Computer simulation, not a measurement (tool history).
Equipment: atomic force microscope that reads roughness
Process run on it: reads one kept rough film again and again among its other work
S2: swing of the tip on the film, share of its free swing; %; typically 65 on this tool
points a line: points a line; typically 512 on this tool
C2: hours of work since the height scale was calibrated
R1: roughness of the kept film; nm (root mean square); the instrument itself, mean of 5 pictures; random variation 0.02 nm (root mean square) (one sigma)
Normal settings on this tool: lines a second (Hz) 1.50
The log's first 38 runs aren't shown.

run 39 hour=1438.6 | lines_a_second_(Hz)=0.90 S2=65 points_a_line=800 | pictures_with_this_tip=223 C2=1268 | R1=4.412
run 40 hour=1465.6 | lines_a_second_(Hz)=1.50 S2=59 points_a_line=375 | pictures_with_this_tip=290 C2=1289 | R1=4.288
run 41 hour=1494.9 | lines_a_second_(Hz)=1.50 S2=59 points_a_line=375 | pictures_with_this_tip=364 C2=1312 | R1=4.150
-- hour=1500.3 new tip fitted
-- hour=1515.7 height scale calibrated on a step standard
run 42 hour=1539.2 | lines_a_second_(Hz)=0.90 S2=65 points_a_line=773 | pictures_with_this_tip=95 C2=19 | R1=4.681
run 43 hour=1582.8 | lines_a_second_(Hz)=0.52 S2=64 points_a_line=836 | pictures_with_this_tip=204 C2=53 | R1=4.539
run 44 hour=1625.9 | lines_a_second_(Hz)=1.50 S2=67 points_a_line=505 | pictures_with_this_tip=312 C2=87 | R1=4.249
-- hour=1648.6 new tip fitted
run 45 hour=1649.8 | lines_a_second_(Hz)=0.74 S2=62 points_a_line=256 | pictures_with_this_tip=3 C2=105 | R1=4.874
run 46 hour=1688.8 | lines_a_second_(Hz)=2.03 S2=62 points_a_line=256 | pictures_with_this_tip=101 C2=136 | R1=4.602
run 47 hour=1740.2 | lines_a_second_(Hz)=0.52 S2=62 points_a_line=343 | pictures_with_this_tip=229 C2=177 | R1=4.486
run 48 hour=1768.6 | lines_a_second_(Hz)=3.92 S2=65 points_a_line=339 | pictures_with_this_tip=300 C2=199 | R1=4.160

Below are 5 alternative next runs, each starting from the tool's condition after run 48. Predict each:
run A hour=1790.8 | lines_a_second_(Hz)=0.63 S2=87 points_a_line=904 | pictures_with_this_tip=356 C2=217 | R1=?
run B hour=1790.8 | lines_a_second_(Hz)=0.68 S2=72 points_a_line=992 | pictures_with_this_tip=356 C2=217 | R1=?
run C hour=1790.8 | lines_a_second_(Hz)=0.52 S2=84 points_a_line=974 | pictures_with_this_tip=356 C2=217 | R1=?
run D hour=1790.8 | lines_a_second_(Hz)=2.79 S2=60 points_a_line=393 | pictures_with_this_tip=356 C2=217 | R1=?
run E hour=1790.8 | lines_a_second_(Hz)=1.50 S2=81 points_a_line=512 | pictures_with_this_tip=356 C2=217 | R1=?

run=A R1=4.223
run=B R1=4.220
run=C R1=4.233
run=D R1=4.192
run=E R1=4.070
Stripped of hidden state, with their random variation kept, the same runs would have yielded:
run=A R1=4.857
run=B R1=4.854
run=C R1=4.870
run=D R1=4.822
run=E R1=4.681
